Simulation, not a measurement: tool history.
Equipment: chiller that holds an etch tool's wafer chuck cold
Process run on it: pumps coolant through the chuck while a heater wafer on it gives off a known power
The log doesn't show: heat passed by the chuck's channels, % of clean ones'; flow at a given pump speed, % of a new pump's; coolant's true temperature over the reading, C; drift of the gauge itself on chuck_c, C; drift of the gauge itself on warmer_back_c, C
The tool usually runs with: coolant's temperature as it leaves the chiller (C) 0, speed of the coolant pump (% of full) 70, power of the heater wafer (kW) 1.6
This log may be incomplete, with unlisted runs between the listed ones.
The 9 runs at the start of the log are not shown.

| run | hour | coolant's temperature as it leaves the chiller (C) | speed of the coolant pump (% of full) | power of the heater wafer (kW) | hours since the coolant was changed and the channels were flushed | hours since the pump was overhauled | hours since the chiller's thermometer was calibrated | chuck's temperature once it has settled (C) | how much warmer the coolant comes back (C) |
|---|---|---|---|---|---|---|---|---|---|
| 10 | 840.6 | 9 | 99 | 1.975 | 8199 | 3331 | 841 | 25.4 | 5.83 |
| 11 | 967.9 | 0 | 70 | 1.6 | 8327 | 3459 | 968 | 17.2 | 6.57 |
| 12 | 1057.7 | 0 | 70 | 1.6 | 8416 | 3548 | 1058 | 17.1 | 6.59 |
| 13 | 1139 | 0 | 76 | 1.6 | 8498 | 3630 | 1139 | 16.3 | 6.09 |
| 14 | 1248.6 | 0 | 68 | 1.6 | 8607 | 3739 | 1249 | 17.8 | 6.78 |
| 15 | 1336.1 | 0 | 68 | 1.6 | 8695 | 3827 | 1336 | 17.6 | 6.83 |
| 16 | 1401.4 | 0 | 68 | 1.6 | 8760 | 3892 | 1401 | 17.6 | 6.8 |
| 17 | 1508.9 | 0 | 62 | 1.6 | 8868 | 4000 | 1509 | 18.9 | 7.44 |
|  | 1553.2 | coolant changed, channels flushed |
| 18 | 1639.3 | 3 | 82 | 1.234 | 86 | 4124 | 1633 | 13.3 | 4.41 |
| 19 | 1726 | 2 | 88 | 1.246 | 173 | 4211 | 1720 | 11.9 | 4.14 |
| 20 | 1782.4 | 6 | 67 | 1.6 | 229 | 4267 | 1776 | 21.6 | 6.95 |
| 21 | 1848.6 | -3 | 76 | 1.6 | 295 | 4333 | 1843 | 11.4 | 6.12 |
| 22 | 1942 | -3 | 76 | 1.6 | 389 | 4427 | 1936 | 11.4 | 6.18 |
| 23 | 2039.1 | 0 | 70 | 2.36 | 486 | 4524 | 2033 | 22.6 | 9.88 |
| 24 | 2165 | 0 | 75 | 2.36 | 612 | 4650 | 2159 | 21.4 | 9.24 |
| 25 | 2239.8 | 0 | 80 | 2.262 | 687 | 4724 | 2234 | 19.6 | 8.31 |
|  | 2275.7 | chiller's thermometer calibrated |
| 26 | 2325.5 | -7 | 70 | 1.6 | 771 | 4809 | 50 | 8.5 | 6.7 |
| 27 | 2442.9 | 2 | 92 | 0.871 | 889 | 4927 | 167 | 9.1 | 2.81 |
| 28 | 2539.6 | 10 | 88 | 0.822 | 985 | 5023 | 264 | 16.9 | 2.78 |

Run 29, settings as shown, results not yet in. Your forecast:
| 29 | 2654 | 0 | 78 | 1.852 | 1100 | 5138 | 378 | ? | ? |

chuck's temperature once it has settled (C): 16.7
how much warmer the coolant comes back (C): 7.02
The same run, on a tool lacking any hidden state, would have yielded chuck's temperature once it has settled (C) 15.5, how much warmer the coolant comes back (C) 6.53.
